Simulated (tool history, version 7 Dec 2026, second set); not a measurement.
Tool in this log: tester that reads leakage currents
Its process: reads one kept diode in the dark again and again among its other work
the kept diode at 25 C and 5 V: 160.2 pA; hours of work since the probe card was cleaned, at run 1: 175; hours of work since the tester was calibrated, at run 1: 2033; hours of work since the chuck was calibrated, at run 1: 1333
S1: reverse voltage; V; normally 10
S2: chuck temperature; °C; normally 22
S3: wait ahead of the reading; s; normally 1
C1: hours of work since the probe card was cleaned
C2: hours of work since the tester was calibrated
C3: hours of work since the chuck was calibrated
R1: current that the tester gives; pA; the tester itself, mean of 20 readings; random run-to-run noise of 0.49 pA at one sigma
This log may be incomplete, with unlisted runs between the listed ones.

{"run": 1, "hour": 0.0, "S1": 10, "S2": 22, "S3": 1, "C1": 175, "C2": 2033, "C3": 1333, "R1": 148.59}
{"run": 2, "hour": 89.8, "S1": 10, "S2": 22, "S3": 1, "C1": 232, "C2": 2090, "C3": 1390, "R1": 147.78}
{"run": 3, "hour": 140.5, "S1": 10, "S2": 26, "S3": 1, "C1": 264, "C2": 2122, "C3": 1422, "R1": 215.65}
{"run": 4, "hour": 259.1, "S1": 10, "S2": 22, "S3": 0.39, "C1": 338, "C2": 2196, "C3": 1497, "R1": 150.77}
{"run": 5, "hour": 344.0, "S1": 10, "S2": 22, "S3": 0.39, "C1": 392, "C2": 2250, "C3": 1550, "R1": 150.44}
{"run": 6, "hour": 420.7, "S1": 10, "S2": 30, "S3": 1, "C1": 440, "C2": 2298, "C3": 1598, "R1": 308.39}
{"run": 7, "hour": 509.9, "S1": 10, "S2": 30, "S3": 1, "C1": 496, "C2": 2354, "C3": 1655, "R1": 310.2}
{"run": 8, "hour": 586.1, "S1": 10, "S2": 30, "S3": 1, "C1": 544, "C2": 2402, "C3": 1703, "R1": 308.04}
{"run": 9, "hour": 669.1, "S1": 10, "S2": 30, "S3": 1, "C1": 596, "C2": 2455, "C3": 1755, "R1": 307.72}
{"run": 10, "hour": 717.4, "S1": 10, "S2": 30, "S3": 1, "C1": 627, "C2": 2485, "C3": 1785, "R1": 306.25}
{"run": 11, "hour": 767.0, "S1": 7.6, "S2": 25, "S3": 1, "C1": 658, "C2": 2516, "C3": 1816, "R1": 171.91}
{"run": 12, "hour": 818.1, "S1": 7.6, "S2": 25, "S3": 1, "C1": 690, "C2": 2548, "C3": 1849, "R1": 172.66}
{"run": 13, "hour": 931.7, "S1": 7.6, "S2": 25, "S3": 1, "C1": 762, "C2": 2620, "C3": 1920, "R1": 170.65}

Predict the results of run 14:
{"run": 14, "hour": 1036.6, "S1": 7.6, "S2": 25, "S3": 1, "C1": 828, "C2": 2686, "C3": 1986, "R1": "?"}

Run 14 gave R1 170.28 pA.
Had the tool carried no hidden state, the very same run would have given R1 191.14 pA.
